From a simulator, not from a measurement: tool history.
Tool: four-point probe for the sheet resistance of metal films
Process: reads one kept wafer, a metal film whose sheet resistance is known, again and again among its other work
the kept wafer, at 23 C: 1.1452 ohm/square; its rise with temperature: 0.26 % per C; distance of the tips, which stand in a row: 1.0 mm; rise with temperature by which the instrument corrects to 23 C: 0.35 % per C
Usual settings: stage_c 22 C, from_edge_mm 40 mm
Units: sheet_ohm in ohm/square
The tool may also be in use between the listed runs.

Run 1, hour 0: usual settings. Result: sheet_ohm 1.146193 ohm/square.
Run 2, hour 7.9: usual settings but stage_c 19 C. Result: sheet_ohm 1.149349 ohm/square.
Run 3, hour 18.4: usual settings. Result: sheet_ohm 1.146272 ohm/square.
Run 4, hour 28.2: usual settings but from_edge_mm 42 mm. Result: sheet_ohm 1.146165 ohm/square.
Run 5, hour 39.4: usual settings but from_edge_mm 42 mm. Result: sheet_ohm 1.14611 ohm/square.
Run 6, hour 48.8: usual settings but from_edge_mm 25 mm. Result: sheet_ohm 1.146981 ohm/square.
Run 7, hour 61.9: usual settings but from_edge_mm 25 mm. Result: sheet_ohm 1.146566 ohm/square.
Run 8, hour 77.4: usual settings but from_edge_mm 26 mm. Result: sheet_ohm 1.147093 ohm/square.
Run 9, hour 89.4: usual settings but from_edge_mm 26 mm. Result: sheet_ohm 1.146819 ohm/square.
Run 10, hour 100.3: usual settings but from_edge_mm 26 mm. Result: sheet_ohm 1.146649 ohm/square.
Run 11, hour 108.8: usual settings but from_edge_mm 15 mm. Result: sheet_ohm 1.148483 ohm/square.
Run 12, hour 117.6: usual settings but from_edge_mm 56 mm. Result: sheet_ohm 1.146078 ohm/square.
Run 13, hour 131.5: usual settings but stage_c 33 C, from_edge_mm 56 mm. Result: sheet_ohm 1.134602 ohm/square.
Run 14, hour 139.8: usual settings but from_edge_mm 6 mm. Result: sheet_ohm 1.16302 ohm/square.
Run 15, hour 151.2: usual settings but stage_c 21 C. Result: sheet_ohm 1.147444 ohm/square.
Run 16, hour 157.7: usual settings but from_edge_mm 72 mm. Result: sheet_ohm 1.146587 ohm/square.
Run 17, hour 169.8: usual settings but from_edge_mm 72 mm. Result: sheet_ohm 1.14598 ohm/square.
Run 18, hour 177.4: usual settings but from_edge_mm 72 mm. Result: sheet_ohm 1.145573 ohm/square.
Run 19, hour 189.5: usual settings but stage_c 33 C. Result: sheet_ohm 1.135135 ohm/square.
Run 20, hour 200.6: usual settings but from_edge_mm 68 mm. Result: sheet_ohm 1.146844 ohm/square.
Run 21, hour 210.3: usual settings but from_edge_mm 68 mm. Result: sheet_ohm 1.146727 ohm/square.
Run 22, hour 221.3: usual settings but from_edge_mm 68 mm. Result: sheet_ohm 1.146577 ohm/square.
Run 23, hour 228.6: usual settings. Result: sheet_ohm 1.147016 ohm/square.
Run 24, hour 239: usual settings but stage_c 34 C, from_edge_mm 6 mm. Result: sheet_ohm 1.149069 ohm/square.
Run 25, hour 252.5: usual settings but stage_c 19 C. Result: sheet_ohm 1.148852 ohm/square.
Run 26, hour 264.1: usual settings but stage_c 21 C, from_edge_mm 6 mm. Result: sheet_ohm 1.163091 ohm/square.
Run 27, hour 273.5: usual settings but stage_c 27 C, from_edge_mm 10 mm. Result: sheet_ohm 1.145605 ohm/square.
Run 28, hour 284.3: usual settings but stage_c 27 C, from_edge_mm 10 mm. Result: sheet_ohm 1.145835 ohm/square.
Run 29, hour 300.1: usual settings but from_edge_mm 30 mm. Result: sheet_ohm 1.146376 ohm/square.
Run 30, hour 309.4: usual settings but stage_c 28 C. Result: sheet_ohm 1.139985 ohm/square.
Run 31, hour 319.9: usual settings but stage_c 28 C. Result: sheet_ohm 1.138939 ohm/square.
Run 32, hour 327.5: usual settings but stage_c 28 C. Result: sheet_ohm 1.138983 ohm/square.
Run 33, hour 341: usual settings but stage_c 20 C, from_edge_mm 43 mm. Result: sheet_ohm 1.147782 ohm/square.
Run 34, hour 350: usual settings but stage_c 20 C, from_edge_mm 43 mm. Result: sheet_ohm 1.147793 ohm/square.
Run 35, hour 365.7: usual settings but stage_c 27 C, from_edge_mm 13 mm. Result: sheet_ohm 1.143348 ohm/square.
Run 36, hour 375.1: usual settings but stage_c 34 C, from_edge_mm 5 mm. Result: sheet_ohm 1.156603 ohm/square.
Run 37, hour 387.1: usual settings but stage_c 27 C, from_edge_mm 35 mm. Result: sheet_ohm 1.140335 ohm/square.
Run 38, hour 399: usual settings but from_edge_mm 14 mm. Result: sheet_ohm 1.148507 ohm/square.
Run 39, hour 406.7: usual settings but stage_c 30 C, from_edge_mm 43 mm. Result: sheet_ohm 1.137051 ohm/square.
Run 40, hour 419.2: usual settings but stage_c 18 C, from_edge_mm 16 mm. Result: sheet_ohm 1.152097 ohm/square.
Run 41, hour 429.1: usual settings but stage_c 26 C, from_edge_mm 36 mm. Result: sheet_ohm 1.14157 ohm/square.
Run 42, hour 437.5: usual settings but stage_c 33 C, from_edge_mm 47 mm. Result: sheet_ohm 1.133989 ohm/square.
Run 43, hour 445.8: usual settings but stage_c 33 C, from_edge_mm 47 mm. Result: sheet_ohm 1.133981 ohm/square.
Run 44, hour 456.4: usual settings but stage_c 20 C, from_edge_mm 9 mm. Result: sheet_ohm 1.155199 ohm/square.
Run 45, hour 463.1: usual settings but stage_c 23 C, from_edge_mm 10 mm. Result: sheet_ohm 1.150368 ohm/square.

Not shown: 2 entries that the log had between the listed runs. Between which runs, and how does the tool's hidden state differ before and after?
Between runs 18 and 19: stage's thermometer calibrated (hour 178.8)
  inner tips' distance over the nominal, %: -0.101 -> -0.1; wafer's true temperature over the reading, C: 0.34 -> 0.46
  measured less the result without the state, sheet_ohm: -0.00026 -> +0.00008 ohm/square
Between runs 23 and 24: stage's thermometer calibrated, once more (hour 235.9)
  inner tips' distance over the nominal, %: -0.097 -> -0.096; wafer's true temperature over the reading, C: 0.46 -> 0.01
  measured less the result without the state, sheet_ohm: +0.00017 -> -0.001156 ohm/square

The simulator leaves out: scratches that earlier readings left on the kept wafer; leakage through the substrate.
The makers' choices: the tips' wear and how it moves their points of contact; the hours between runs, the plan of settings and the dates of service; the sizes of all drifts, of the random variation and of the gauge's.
